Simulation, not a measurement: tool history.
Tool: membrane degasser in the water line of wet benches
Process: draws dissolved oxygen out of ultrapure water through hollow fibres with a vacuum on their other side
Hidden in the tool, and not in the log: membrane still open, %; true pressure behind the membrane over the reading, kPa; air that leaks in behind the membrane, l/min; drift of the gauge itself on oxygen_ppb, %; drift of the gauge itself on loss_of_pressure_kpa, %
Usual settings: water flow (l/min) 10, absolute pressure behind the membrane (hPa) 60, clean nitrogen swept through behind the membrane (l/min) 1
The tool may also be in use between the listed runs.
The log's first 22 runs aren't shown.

run,hour,water flow (l/min),absolute pressure behind the membrane (hPa),clean nitrogen swept through behind the membrane (l/min),hours since the membrane was changed,hours since the vacuum gauge was calibrated,hours since the vacuum lines were made tight,dissolved oxygen in the water behind the degasser (ppb),pressure that the water loses in the fibres (hPa)
23,856.1,8,101.3,1,2515,7617,703,139.3,418
24,903.6,10,60,1.39,2563,7665,751,60.1,523.3
25,941.2,6,54,1.63,2600,7702,789,23.4,313.4
26,996.5,10,60,0.82,2656,7757,844,95.7,524.2
27,1036.4,10,136.8,0.81,2696,7797,884,308.4,530.6
28,1082,10,136.8,0.81,2741,7843,929,307,527.3
29,1123,10,136.8,0.81,2782,7884,970,309.6,530
30,1161.3,10,54.8,1,2820,7922,1009,67.5,524.4
31,1188.7,9,54.6,2.95,2848,7950,1036,22.9,473.7
32,1214.7,15,75.3,2.97,2874,7976,1062,95.5,790.6

Forecast each of these 3 alternatives for the next run:
A,1239.4,10,84.8,1.49,2899,8000,1087,?,?
B,1239.4,15,75.3,1.75,2899,8000,1087,?,?
C,1239.4,10,60,0.9,2899,8000,1087,?,?

run,dissolved oxygen in the water behind the degasser (ppb),pressure that the water loses in the fibres (hPa)
A,96.2,525.2
B,132.1,793.7
C,88.7,529.4
Without the tool's hidden state the same runs would have given:
run,dissolved oxygen in the water behind the degasser (ppb),pressure that the water loses in the fibres (hPa)
A,88.4,516.7
B,120.5,780.8
C,77,520.8

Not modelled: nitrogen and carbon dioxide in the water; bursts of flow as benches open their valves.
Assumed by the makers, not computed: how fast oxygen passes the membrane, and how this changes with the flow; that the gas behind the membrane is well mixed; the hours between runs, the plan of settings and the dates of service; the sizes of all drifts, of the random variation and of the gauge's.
